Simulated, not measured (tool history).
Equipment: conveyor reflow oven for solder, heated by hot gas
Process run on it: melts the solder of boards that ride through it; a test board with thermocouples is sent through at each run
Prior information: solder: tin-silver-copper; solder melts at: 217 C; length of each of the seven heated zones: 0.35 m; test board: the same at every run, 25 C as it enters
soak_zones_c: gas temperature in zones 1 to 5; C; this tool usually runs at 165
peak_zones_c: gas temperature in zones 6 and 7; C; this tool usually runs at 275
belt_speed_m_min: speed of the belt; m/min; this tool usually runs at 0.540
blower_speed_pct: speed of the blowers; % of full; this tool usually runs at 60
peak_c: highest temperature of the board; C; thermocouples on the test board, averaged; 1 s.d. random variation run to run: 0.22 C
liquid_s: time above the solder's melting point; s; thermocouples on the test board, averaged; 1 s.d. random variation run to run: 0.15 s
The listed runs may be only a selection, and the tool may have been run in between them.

| run | hour | soak_zones_c | peak_zones_c | belt_speed_m_min | blower_speed_pct | peak_c | liquid_s |
|---|---|---|---|---|---|---|---|
| 1 | 0.0 | 165 | 275 | 0.540 | 60 | 251.8 | 54.5 |
| 2 | 9.1 | 165 | 275 | 0.540 | 60 | 252.4 | 54.6 |
| 3 | 15.2 | 165 | 275 | 0.540 | 60 | 252.6 | 54.4 |
| 4 | 20.5 | 165 | 275 | 0.540 | 60 | 252.4 | 54.7 |
| 5 | 26.6 | 165 | 275 | 0.540 | 60 | 252.6 | 54.3 |
| 6 | 37.4 | 165 | 275 | 0.540 | 60 | 252.2 | 54.5 |
| 7 | 43.8 | 165 | 275 | 0.540 | 60 | 252.2 | 54.4 |
| 8 | 51.7 | 165 | 275 | 0.475 | 60 | 256.9 | 67.3 |
| 9 | 62.4 | 165 | 275 | 0.475 | 60 | 257.0 | 66.8 |
| 10 | 69.5 | 158 | 275 | 0.540 | 60 | 250.9 | 50.9 |
| 11 | 77.2 | 158 | 275 | 0.540 | 60 | 251.1 | 51.2 |
| 12 | 83.7 | 158 | 275 | 0.540 | 60 | 250.9 | 51.1 |
| 13 | 92.0 | 158 | 275 | 0.540 | 60 | 251.2 | 51.0 |
| 14 | 100.1 | 158 | 275 | 0.540 | 60 | 250.8 | 51.2 |
|  | 106.0 | flux residue cleaned out of gas plates and filters |
| 15 | 113.6 | 164 | 275 | 0.540 | 60 | 250.3 | 51.8 |
| 16 | 123.6 | 165 | 275 | 0.540 | 60 | 250.2 | 52.7 |
| 17 | 134.1 | 165 | 275 | 0.559 | 80 | 254.9 | 55.1 |
|  | 146.4 | flux residue cleaned out of gas plates and filters, once more |
| 18 | 147.3 | 171 | 274 | 0.559 | 80 | 260.1 | 61.3 |
| 19 | 153.2 | 160 | 285 | 0.637 | 64 | 257.4 | 47.6 |
| 20 | 161.6 | 179 | 275 | 0.584 | 60 | 255.0 | 56.3 |
| 21 | 168.4 | 165 | 275 | 0.565 | 60 | 252.8 | 52.8 |
| 22 | 177.9 | 165 | 273 | 0.565 | 85 | 258.9 | 58.6 |
| 23 | 186.8 | 169 | 271 | 0.540 | 88 | 259.9 | 63.2 |
| 24 | 198.0 | 169 | 271 | 0.540 | 88 | 259.4 | 63.2 |
| 25 | 205.1 | 169 | 271 | 0.540 | 88 | 259.3 | 63.1 |
| 26 | 215.1 | 166 | 271 | 0.540 | 62 | 252.3 | 55.9 |
| 27 | 222.5 | 165 | 275 | 0.558 | 88 | 261.9 | 61.0 |
| 28 | 227.5 | 174 | 265 | 0.558 | 88 | 253.8 | 59.3 |
| 29 | 237.2 | 159 | 265 | 0.534 | 88 | 253.6 | 57.2 |
| 30 | 246.2 | 157 | 265 | 0.465 | 56 | 248.2 | 58.7 |
| 31 | 256.3 | 165 | 282 | 0.443 | 60 | 267.8 | 80.3 |
| 32 | 262.4 | 159 | 275 | 0.493 | 54 | 254.5 | 60.3 |

Branching from run 32: 3 alternative next runs. What would each branch give?
| A | 269.1 | 167 | 278 | 0.536 | 60 | ? | ? |
| B | 269.1 | 165 | 277 | 0.442 | 60 | ? | ? |
| C | 269.1 | 165 | 272 | 0.540 | 60 | ? | ? |

| run | peak_c | liquid_s |
|---|---|---|
| A | 258.2 | 60.3 |
| B | 262.8 | 77.4 |
| C | 252.3 | 55.2 |
Without the tool's unlogged condition, the same runs would have read:
| run | peak_c | liquid_s |
|---|---|---|
| A | 259.2 | 60.5 |
| B | 263.9 | 77.5 |
| C | 253.4 | 55.6 |

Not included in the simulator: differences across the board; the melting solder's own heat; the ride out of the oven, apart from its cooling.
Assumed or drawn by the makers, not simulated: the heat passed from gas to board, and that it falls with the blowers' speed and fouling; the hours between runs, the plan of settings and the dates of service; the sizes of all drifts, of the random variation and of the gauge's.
